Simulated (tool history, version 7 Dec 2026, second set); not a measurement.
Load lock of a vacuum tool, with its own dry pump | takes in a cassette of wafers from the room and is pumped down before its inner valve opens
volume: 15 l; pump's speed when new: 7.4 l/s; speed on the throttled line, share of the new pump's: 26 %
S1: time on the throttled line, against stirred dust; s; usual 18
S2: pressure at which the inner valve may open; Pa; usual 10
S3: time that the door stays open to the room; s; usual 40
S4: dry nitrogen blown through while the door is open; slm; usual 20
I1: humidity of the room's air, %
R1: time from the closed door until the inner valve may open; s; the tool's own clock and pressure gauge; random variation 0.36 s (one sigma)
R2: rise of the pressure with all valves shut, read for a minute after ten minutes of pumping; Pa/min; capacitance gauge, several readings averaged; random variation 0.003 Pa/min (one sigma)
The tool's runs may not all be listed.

run 1 hour=0.0 | S1=18 S2=10 S3=40 S4=20 | I1=46.6 | R1=32.1 R2=0.055
run 2 hour=170.7 | S1=18 S2=10 S3=40 S4=20 | I1=46.5 | R1=32.4 R2=0.055
run 3 hour=314.0 | S1=18 S2=10 S3=40 S4=11 | I1=48.6 | R1=32.5 R2=0.070
run 4 hour=538.4 | S1=18 S2=10 S3=40 S4=11 | I1=45.5 | R1=32.7 R2=0.071
run 5 hour=808.5 | S1=18 S2=10 S3=40 S4=11 | I1=43.2 | R1=32.0 R2=0.063
run 6 hour=999.4 | S1=18 S2=10 S3=40 S4=20 | I1=43.8 | R1=31.9 R2=0.056
run 7 hour=1174.6 | S1=18 S2=10 S3=40 S4=20 | I1=42.3 | R1=32.6 R2=0.057
run 8 hour=1392.5 | S1=18 S2=10 S3=40 S4=20 | I1=46.5 | R1=32.8 R2=0.053
run 9 hour=1592.8 | S1=18 S2=10 S3=40 S4=20 | I1=43.6 | R1=32.7 R2=0.050
run 10 hour=1863.3 | S1=18 S2=10 S3=40 S4=20 | I1=43.3 | R1=33.3 R2=0.056
run 11 hour=2098.2 | S1=18 S2=20 S3=222 S4=10 | I1=44.3 | R1=31.3 R2=0.182
run 12 hour=2294.9 | S1=18 S2=8 S3=40 S4=22 | I1=47.2 | R1=32.7 R2=0.063
run 13 hour=2548.7 | S1=33 S2=13 S3=99 S4=28 | I1=43.4 | R1=42.7 R2=0.072
run 14 hour=2787.8 | S1=33 S2=13 S3=99 S4=28 | I1=46.7 | R1=42.9 R2=0.078
run 15 hour=2984.2 | S1=18 S2=13 S3=40 S4=6 | I1=42.5 | R1=32.6 R2=0.088
run 16 hour=3202.3 | S1=15 S2=13 S3=64 S4=6 | I1=44.6 | R1=30.4 R2=0.102
run 17 hour=3415.5 | S1=20 S2=13 S3=128 S4=6 | I1=46.9 | R1=34.3 R2=0.169
run 18 hour=3699.4 | S1=29 S2=11 S3=40 S4=8 | I1=44.2 | R1=41.0 R2=0.081
run 19 hour=3906.9 | S1=10 S2=12 S3=64 S4=5 | I1=46.6 | R1=27.2 R2=0.119

Forecast each of these 5 alternatives for the next run:
run A hour=4098.8 | S1=18 S2=10 S3=40 S4=6 | I1=45.8 | R1=? R2=?
run B hour=4098.8 | S1=26 S2=10 S3=40 S4=20 | I1=47.7 | R1=? R2=?
run C hour=4098.8 | S1=11 S2=10 S3=40 S4=8 | I1=42.9 | R1=? R2=?
run D hour=4098.8 | S1=33 S2=18 S3=40 S4=20 | I1=46.3 | R1=? R2=?
run E hour=4098.8 | S1=18 S2=13 S3=90 S4=7 | I1=49.8 | R1=? R2=?

run=A R1=32.6 R2=0.094
run=B R1=38.5 R2=0.070
run=C R1=28.9 R2=0.080
run=D R1=42.0 R2=0.058
run=E R1=32.9 R2=0.134
Without the tool's hidden state the same runs would have given:
run=A R1=31.3 R2=0.074
run=B R1=37.5 R2=0.049
run=C R1=27.5 R2=0.060
run=D R1=41.2 R2=0.038
run=E R1=31.7 R2=0.114
